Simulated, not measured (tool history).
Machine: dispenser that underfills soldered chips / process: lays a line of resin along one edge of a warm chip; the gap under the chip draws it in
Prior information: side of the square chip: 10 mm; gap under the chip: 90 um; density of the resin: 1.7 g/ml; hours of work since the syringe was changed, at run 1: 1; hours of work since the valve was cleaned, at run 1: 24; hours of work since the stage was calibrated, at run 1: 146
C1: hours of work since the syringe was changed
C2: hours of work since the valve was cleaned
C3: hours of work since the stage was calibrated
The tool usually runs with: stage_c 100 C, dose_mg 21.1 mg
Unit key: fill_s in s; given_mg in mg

{"run": 1, "hour": 0.0, "stage_c": 100, "dose_mg": 21.1, "C1": 1, "C2": 24, "C3": 146, "fill_s": 81.5, "given_mg": 20.84}
{"hour": 6.8, "done": "new syringe of resin"}
{"run": 2, "hour": 9.2, "stage_c": 100, "dose_mg": 21.1, "C1": 2, "C2": 31, "C3": 153, "fill_s": 82.9, "given_mg": 20.59}
{"hour": 15.5, "done": "new syringe of resin"}
{"hour": 24.1, "done": "new syringe of resin"}
{"run": 3, "hour": 25.0, "stage_c": 100, "dose_mg": 21.1, "C1": 1, "C2": 43, "C3": 164, "fill_s": 79.4, "given_mg": 20.57}
{"hour": 32.4, "done": "new syringe of resin"}
{"run": 4, "hour": 38.6, "stage_c": 100, "dose_mg": 19.9, "C1": 5, "C2": 53, "C3": 174, "fill_s": 103.4, "given_mg": 19.28}
{"hour": 40.8, "done": "new syringe of resin"}
{"hour": 48.7, "done": "new syringe of resin"}
{"run": 5, "hour": 49.2, "stage_c": 100, "dose_mg": 19.9, "C1": 0, "C2": 60, "C3": 182, "fill_s": 77.0, "given_mg": 19.17}
{"hour": 57.1, "done": "new syringe of resin"}
{"run": 6, "hour": 57.1, "stage_c": 100, "dose_mg": 23.2, "C1": 0, "C2": 66, "C3": 188, "fill_s": 72.7, "given_mg": 22.54}
{"hour": 66.0, "done": "new syringe of resin"}
{"run": 7, "hour": 71.2, "stage_c": 100, "dose_mg": 23.2, "C1": 4, "C2": 76, "C3": 198, "fill_s": 95.4, "given_mg": 21.98}
{"hour": 74.8, "done": "new syringe of resin"}
{"run": 8, "hour": 78.5, "stage_c": 100, "dose_mg": 23.2, "C1": 3, "C2": 82, "C3": 204, "fill_s": 87.1, "given_mg": 22.11}
{"hour": 83.3, "done": "new syringe of resin"}
{"hour": 84.3, "done": "dispensing valve cleaned and set on the balance"}
{"hour": 92.8, "done": "new syringe of resin"}
{"run": 9, "hour": 94.3, "stage_c": 112, "dose_mg": 23.2, "C1": 1, "C2": 7, "C3": 214, "fill_s": 50.2, "given_mg": 23.21}
{"hour": 101.0, "done": "new syringe of resin"}
{"run": 10, "hour": 106.9, "stage_c": 112, "dose_mg": 23.2, "C1": 4, "C2": 17, "C3": 224, "fill_s": 61.8, "given_mg": 23.16}
{"hour": 109.3, "done": "new syringe of resin"}
{"hour": 118.0, "done": "new syringe of resin"}
{"run": 11, "hour": 118.8, "stage_c": 100, "dose_mg": 23.7, "C1": 1, "C2": 25, "C3": 232, "fill_s": 75.7, "given_mg": 23.43}
{"hour": 126.1, "done": "new syringe of resin"}
{"run": 12, "hour": 126.1, "stage_c": 100, "dose_mg": 23.7, "C1": 0, "C2": 30, "C3": 237, "fill_s": 71.8, "given_mg": 23.34}
{"hour": 134.1, "done": "new syringe of resin"}
{"run": 13, "hour": 137.6, "stage_c": 101, "dose_mg": 21.1, "C1": 3, "C2": 39, "C3": 246, "fill_s": 83.5, "given_mg": 20.54}
{"hour": 142.1, "done": "new syringe of resin"}
{"run": 14, "hour": 145.8, "stage_c": 101, "dose_mg": 21.1, "C1": 3, "C2": 45, "C3": 252, "fill_s": 82.7, "given_mg": 20.25}
{"hour": 150.1, "done": "new syringe of resin"}
{"run": 15, "hour": 153.2, "stage_c": 108, "dose_mg": 21.1, "C1": 2, "C2": 50, "C3": 257, "fill_s": 64.2, "given_mg": 20.42}
{"hour": 158.6, "done": "new syringe of resin"}
{"run": 16, "hour": 160.2, "stage_c": 91, "dose_mg": 21.1, "C1": 1, "C2": 55, "C3": 262, "fill_s": 110.5, "given_mg": 20.35}
{"hour": 167.5, "done": "new syringe of resin"}
{"run": 17, "hour": 173.5, "stage_c": 91, "dose_mg": 21.1, "C1": 5, "C2": 65, "C3": 272, "fill_s": 132.6, "given_mg": 20.25}
{"hour": 175.6, "done": "new syringe of resin"}
{"run": 18, "hour": 183.1, "stage_c": 102, "dose_mg": 22.0, "C1": 6, "C2": 72, "C3": 279, "fill_s": 95.9, "given_mg": 20.82}
{"hour": 184.3, "done": "new syringe of resin"}
{"hour": 192.4, "done": "new syringe of resin"}
{"run": 19, "hour": 197.6, "stage_c": 102, "dose_mg": 22.0, "C1": 4, "C2": 83, "C3": 290, "fill_s": 83.4, "given_mg": 20.9}
{"hour": 201.0, "done": "dispensing valve cleaned and set on the balance"}
{"hour": 202.4, "done": "new syringe of resin"}
{"hour": 211.1, "done": "new syringe of resin"}
{"run": 20, "hour": 212.8, "stage_c": 110, "dose_mg": 26.0, "C1": 1, "C2": 8, "C3": 300, "fill_s": 53.7, "given_mg": 25.74}
{"hour": 219.5, "done": "new syringe of resin"}
{"run": 21, "hour": 226.3, "stage_c": 110, "dose_mg": 26.0, "C1": 5, "C2": 19, "C3": 310, "fill_s": 66.1, "given_mg": 25.5}
{"hour": 227.5, "done": "new syringe of resin"}
{"hour": 236.1, "done": "new syringe of resin"}
{"run": 22, "hour": 240.4, "stage_c": 107, "dose_mg": 20.0, "C1": 3, "C2": 29, "C3": 320, "fill_s": 69.0, "given_mg": 19.62}
{"hour": 244.8, "done": "new syringe of resin"}
{"hour": 245.8, "done": "stage's temperature calibrated"}
{"hour": 254.1, "done": "new syringe of resin"}
{"run": 23, "hour": 255.6, "stage_c": 107, "dose_mg": 20.0, "C1": 1, "C2": 39, "C3": 7, "fill_s": 65.4, "given_mg": 19.66}
{"hour": 262.6, "done": "new syringe of resin"}
{"hour": 270.8, "done": "new syringe of resin"}
{"run": 24, "hour": 271.0, "stage_c": 107, "dose_mg": 20.0, "C1": 0, "C2": 50, "C3": 18, "fill_s": 61.7, "given_mg": 19.4}
{"hour": 279.4, "done": "new syringe of resin"}
{"run": 25, "hour": 279.4, "stage_c": 107, "dose_mg": 20.0, "C1": 0, "C2": 56, "C3": 24, "fill_s": 61.9, "given_mg": 19.35}
{"hour": 288.4, "done": "new syringe of resin"}
{"run": 26, "hour": 294.1, "stage_c": 107, "dose_mg": 20.0, "C1": 4, "C2": 67, "C3": 35, "fill_s": 77.2, "given_mg": 19.29}
{"hour": 297.0, "done": "new syringe of resin"}
{"hour": 305.5, "done": "new syringe of resin"}
{"run": 27, "hour": 306.6, "stage_c": 115, "dose_mg": 20.2, "C1": 1, "C2": 76, "C3": 44, "fill_s": 49.0, "given_mg": 19.29}
{"hour": 314.1, "done": "new syringe of resin"}
{"hour": 319.7, "done": "dispensing valve cleaned and set on the balance"}
{"run": 28, "hour": 322.3, "stage_c": 95, "dose_mg": 18.4, "C1": 5, "C2": 2, "C3": 55, "fill_s": 137.0, "given_mg": 18.36}
{"hour": 323.8, "done": "new syringe of resin"}
{"run": 29, "hour": 329.3, "stage_c": 95, "dose_mg": 21.8, "C1": 4, "C2": 7, "C3": 60, "fill_s": 118.0, "given_mg": 21.84}
{"hour": 333.1, "done": "new syringe of resin"}
{"run": 30, "hour": 337.0, "stage_c": 88, "dose_mg": 24.2, "C1": 3, "C2": 13, "C3": 66, "fill_s": 141.9, "given_mg": 24.08}
{"hour": 341.1, "done": "new syringe of resin"}
{"run": 31, "hour": 344.8, "stage_c": 88, "dose_mg": 24.2, "C1": 3, "C2": 18, "C3": 72, "fill_s": 140.1, "given_mg": 24.06}
{"hour": 350.1, "done": "new syringe of resin"}
{"run": 32, "hour": 356.6, "stage_c": 91, "dose_mg": 22.8, "C1": 5, "C2": 27, "C3": 80, "fill_s": 144.0, "given_mg": 22.33}
{"hour": 359.0, "done": "new syringe of resin"}
{"hour": 367.0, "done": "new syringe of resin"}
{"run": 33, "hour": 369.5, "stage_c": 96, "dose_mg": 21.1, "C1": 2, "C2": 36, "C3": 90, "fill_s": 100.0, "given_mg": 20.76}

Branching from run 33: 3 alternative next runs. What would each branch give?
{"hour": 375.3, "done": "new syringe of resin"}
{"run": "A", "hour": 378.5, "stage_c": 100, "dose_mg": 18.8, "C1": 2, "C2": 43, "C3": 96, "fill_s": "?", "given_mg": "?"}
{"hour": 375.3, "done": "new syringe of resin"}
{"run": "B", "hour": 378.5, "stage_c": 111, "dose_mg": 20.3, "C1": 2, "C2": 43, "C3": 96, "fill_s": "?", "given_mg": "?"}
{"hour": 375.3, "done": "new syringe of resin"}
{"run": "C", "hour": 378.5, "stage_c": 90, "dose_mg": 21.1, "C1": 2, "C2": 43, "C3": 96, "fill_s": "?", "given_mg": "?"}

run=A fill_s=91.7 given_mg=18.36
run=B fill_s=60.7 given_mg=19.94
run=C fill_s=132.5 given_mg=20.63
Without the tool's hidden state the same runs would have given:
run=A fill_s=81.3 given_mg=18.81
run=B fill_s=53.9 given_mg=20.43
run=C fill_s=118.1 given_mg=21.14
